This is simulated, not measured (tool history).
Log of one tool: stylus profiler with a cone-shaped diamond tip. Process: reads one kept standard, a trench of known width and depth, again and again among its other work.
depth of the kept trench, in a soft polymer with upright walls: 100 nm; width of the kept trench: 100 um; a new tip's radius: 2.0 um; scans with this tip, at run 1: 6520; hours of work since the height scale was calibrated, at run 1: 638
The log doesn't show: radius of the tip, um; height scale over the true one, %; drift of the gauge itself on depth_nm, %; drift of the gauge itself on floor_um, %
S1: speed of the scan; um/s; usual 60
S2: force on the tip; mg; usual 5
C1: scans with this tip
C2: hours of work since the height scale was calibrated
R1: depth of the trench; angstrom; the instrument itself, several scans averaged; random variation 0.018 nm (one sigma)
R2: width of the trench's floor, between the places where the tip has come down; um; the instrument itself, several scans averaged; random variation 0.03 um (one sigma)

run 1 day=0 | S1=60 S2=5 | C1=6520 C2=638 | R1=1023.7 R2=98.41
run 2 day=0.496 | S1=60 S2=11.2 | C1=6605 C2=646 | R1=1039.3 R2=98.41
run 3 day=1.012 | S1=25 S2=5 | C1=6693 C2=655 | R1=1023.3 R2=98.49
run 4 day=1.696 | S1=25 S2=2.51 | C1=6811 C2=666 | R1=1015.4 R2=98.48
run 5 day=2.654 | S1=60 S2=5 | C1=6975 C2=683 | R1=1023.3 R2=98.36
run 6 day=3.238 | S1=60 S2=5 | C1=7075 C2=692 | R1=1023.3 R2=98.39
run 7 day=3.942 | S1=60 S2=5 | C1=7195 C2=704 | R1=1023.8 R2=98.37
run 8 day=4.633 | S1=60 S2=5 | C1=7314 C2=716 | R1=1023.6 R2=98.41
run 9 day=5.171 | S1=60 S2=5 | C1=7406 C2=725 | R1=1023.4 R2=98.37
run 10 day=5.875 | S1=60 S2=6.16 | C1=7527 C2=737 | R1=1026.8 R2=98.35
run 11 day=6.821 | S1=60 S2=6.16 | C1=7689 C2=752 | R1=1026.8 R2=98.43
run 12 day=7.271 | S1=60 S2=4.57 | C1=7766 C2=760 | R1=1022.6 R2=98.33
run 13 day=7.712 | S1=60 S2=4.57 | C1=7842 C2=767 | R1=1022.3 R2=98.39
run 14 day=8.6 | S1=60 S2=3 | C1=7994 C2=782 | R1=1017.5 R2=98.31
run 15 day=9.504 | S1=60 S2=7.66 | C1=8149 C2=797 | R1=1030.9 R2=98.34
run 16 day=10.483 | S1=60 S2=7.66 | C1=8316 C2=814 | R1=1031 R2=98.39
run 17 day=11.175 | S1=25 S2=5.01 | C1=8435 C2=825 | R1=1023.9 R2=98.44
-- day=11.275 height scale calibrated on a step standard
run 18 day=11.717 | S1=25 S2=5.8 | C1=8524 C2=7 | R1=1027.2 R2=98.44
run 19 day=12.225 | S1=18 S2=3.53 | C1=8611 C2=16 | R1=1020.1 R2=98.48
run 20 day=12.962 | S1=18 S2=3.53 | C1=8737 C2=28 | R1=1020 R2=98.52
run 21 day=13.371 | S1=18 S2=3.53 | C1=8808 C2=35 | R1=1020.1 R2=98.49
run 22 day=14.012 | S1=18 S2=3.53 | C1=8918 C2=46 | R1=1020.3 R2=98.45
run 23 day=14.446 | S1=108 S2=2.72 | C1=8992 C2=53 | R1=1017.6 R2=98.02
-- day=14.533 height scale calibrated on a step standard, once more
run 24 day=15.354 | S1=187 S2=1.72 | C1=9144 C2=14 | R1=1011.4 R2=97.44
run 25 day=16.183 | S1=51 S2=2.6 | C1=9286 C2=28 | R1=1014.8 R2=98.27
run 26 day=16.683 | S1=51 S2=2.6 | C1=9372 C2=36 | R1=1014.9 R2=98.32

Measured less the same run without the tool's hidden state. The same run-to-run variation is in both; the gauge's scatter may not be:
run=1 R1=+1.5 R2=-0.16
run=2 R1=+1.5 R2=-0.17
run=3 R1=+1.5 R2=-0.16
run=4 R1=+1.4 R2=-0.16
run=5 R1=+1.6 R2=-0.17
run=6 R1=+1.6 R2=-0.17
run=7 R1=+1.6 R2=-0.18
run=8 R1=+1.6 R2=-0.18
run=9 R1=+1.6 R2=-0.19
run=10 R1=+1.7 R2=-0.18
run=11 R1=+1.7 R2=-0.19
run=12 R1=+1.7 R2=-0.19
run=13 R1=+1.8 R2=-0.19
run=14 R1=+1.7 R2=-0.19
run=15 R1=+1.8 R2=-0.2
run=16 R1=+1.8 R2=-0.2
run=17 R1=+1.9 R2=-0.21
run=18 R1=+2.6 R2=-0.21
run=19 R1=+2.6 R2=-0.21
run=20 R1=+2.7 R2=-0.21
run=21 R1=+2.7 R2=-0.22
run=22 R1=+2.7 R2=-0.21
run=23 R1=+2.8 R2=-0.22
run=24 R1=+0.5 R2=-0.22
run=25 R1=+0.5 R2=-0.23
run=26 R1=+0.5 R2=-0.23

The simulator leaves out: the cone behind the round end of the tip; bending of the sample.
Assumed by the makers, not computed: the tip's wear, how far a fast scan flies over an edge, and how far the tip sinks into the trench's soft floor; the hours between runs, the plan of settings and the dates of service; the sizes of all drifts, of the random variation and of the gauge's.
